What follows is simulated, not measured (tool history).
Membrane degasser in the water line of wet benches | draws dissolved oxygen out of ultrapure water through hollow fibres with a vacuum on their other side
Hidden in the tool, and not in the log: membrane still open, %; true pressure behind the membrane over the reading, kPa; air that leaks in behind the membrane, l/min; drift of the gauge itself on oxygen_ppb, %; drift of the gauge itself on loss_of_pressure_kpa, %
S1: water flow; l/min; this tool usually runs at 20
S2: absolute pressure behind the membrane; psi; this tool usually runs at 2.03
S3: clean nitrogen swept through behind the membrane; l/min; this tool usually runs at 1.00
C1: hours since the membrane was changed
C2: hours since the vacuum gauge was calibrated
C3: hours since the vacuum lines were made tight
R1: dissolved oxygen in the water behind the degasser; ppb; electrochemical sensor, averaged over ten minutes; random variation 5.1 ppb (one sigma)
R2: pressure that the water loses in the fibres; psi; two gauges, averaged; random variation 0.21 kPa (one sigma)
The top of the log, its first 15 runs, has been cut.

run	hour	S1	S2	S3	C1	C2	C3	R1	R2
16	2125.4	20	2.03	0.56	7116	411	5832	793.8	7.619
17	2232.7	20	2.03	0.56	7223	518	5939	791.7	7.559
18	2321.5	20	2.03	0.56	7312	607	6028	797.9	7.554
19	2471.1	20	2.03	0.54	7461	757	6177	815.0	7.584
20	2585.2	13	2.03	1.00	7575	871	6291	339.7	4.956
21	2788.1	27	1.42	1.00	7778	1074	6494	513.3	10.228
22	2914.1	18	1.42	1.00	7904	1200	6620	318.2	6.841
23	3049.5	14	5.06	0.87	8040	1335	6756	1075.0	5.321
24	3217.5	14	5.06	0.87	8208	1503	6924	1076.9	5.329
25	3383.9	14	3.81	1.34	8374	1670	7090	579.8	5.330
26	3497.5	22	3.03	0.52	8488	1783	7204	1370.7	8.363
27	3634.8	22	3.03	0.52	8625	1920	7341	1354.4	8.335
28	3835.1	22	3.03	0.52	8825	2121	7541	1363.7	8.421
29	4015.7	30	1.93	1.89	9006	2301	7722	547.4	11.517
30	4112.8	30	1.93	1.89	9103	2399	7819	552.2	11.480
31	4245.6	30	1.93	1.89	9236	2531	7952	550.7	11.504

Predict each of these 3 candidate next runs independently; none follows another, all start after run 31:
A	4396.6	17	4.32	1.00	9387	2682	8103	?	?
B	4396.6	13	1.81	0.49	9387	2682	8103	?	?
C	4396.6	14	2.03	1.42	9387	2682	8103	?	?

run	R1	R2
A	994.9	6.517
B	530.7	4.972
C	279.9	5.320
What these runs would have given with no unlogged condition in the tool:
run	R1	R2
A	956.2	6.229
B	507.8	4.751
C	260.9	5.082
